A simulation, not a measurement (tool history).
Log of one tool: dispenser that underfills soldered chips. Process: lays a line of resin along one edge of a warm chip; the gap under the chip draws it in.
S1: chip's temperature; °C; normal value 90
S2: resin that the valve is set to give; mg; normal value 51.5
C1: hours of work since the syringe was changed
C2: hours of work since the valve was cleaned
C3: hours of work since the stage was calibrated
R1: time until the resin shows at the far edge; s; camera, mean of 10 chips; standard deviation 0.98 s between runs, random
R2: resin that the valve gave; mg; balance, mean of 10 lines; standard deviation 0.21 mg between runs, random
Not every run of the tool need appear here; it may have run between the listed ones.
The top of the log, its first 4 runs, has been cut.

run   hour   S1    S2  C1  C2   C3     R1     R2
        34  -- new syringe of resin
      43.6  -- new syringe of resin
  5   44.1   90    51   0  19   73   96.8  50.75
      53.2  -- new syringe of resin
  6   57.3   97  51.5   3  29   83   91.3  51.09
      62.6  -- new syringe of resin
  7   69.1   97  55.2   5  38   92   98.2  54.73
      72.5  -- new syringe of resin
  8   77.2   97  55.2   4  44   98   92.5  54.08
      82.4  -- new syringe of resin
  9   85.5   97  55.2   2  50  104   86.6  53.95
      92.3  -- new syringe of resin
 10   95.9  101  51.5   3  58  112   79.9  50.05
     101.6  -- new syringe of resin
 11  101.6  101  51.5   0  63  116   72.8  50.51
 12  108.4  101  51.5   5  68  121   90.7  49.88
     111.2  -- new syringe of resin
 13  117.2   90  46.7   5  74  128  120.8  45.22
     120.7  -- new syringe of resin
 14    129   90  46.7   6  83  137  128.5  44.96
     130.1  -- new syringe of resin
     140.2  -- new syringe of resin
 15  140.9   90  62.3   1  92  146   96.3  59.99
 16  148.7   90  64.4   7  98  152  125.5  61.83
     149.9  -- new syringe of resin
     151.4  -- dispensing valve cleaned and set on the balance
     160.4  -- new syringe of resin
 17  161.6   90  64.4   1   8  161   99.5  64.64
     169.8  -- new syringe of resin
 18  169.8   89  51.5   0  14  167   99.3  51.33
 19  175.9   89  51.5   5  19  172  122.8  51.57
     179.4  -- new syringe of resin
 20  184.6   89  51.5   4  25  178  118.2  51.08

Run 21 is up next; what results do you expect?
     189.5  -- new syringe of resin
 21  196.5  94  58   5  34  187   ?   ?

R1: 107.5 s
R2: 57.91 mg
With the hidden condition absent and the run-to-run variation left alone, this run would have shown R1 81.5 s, R2 58.52 mg.

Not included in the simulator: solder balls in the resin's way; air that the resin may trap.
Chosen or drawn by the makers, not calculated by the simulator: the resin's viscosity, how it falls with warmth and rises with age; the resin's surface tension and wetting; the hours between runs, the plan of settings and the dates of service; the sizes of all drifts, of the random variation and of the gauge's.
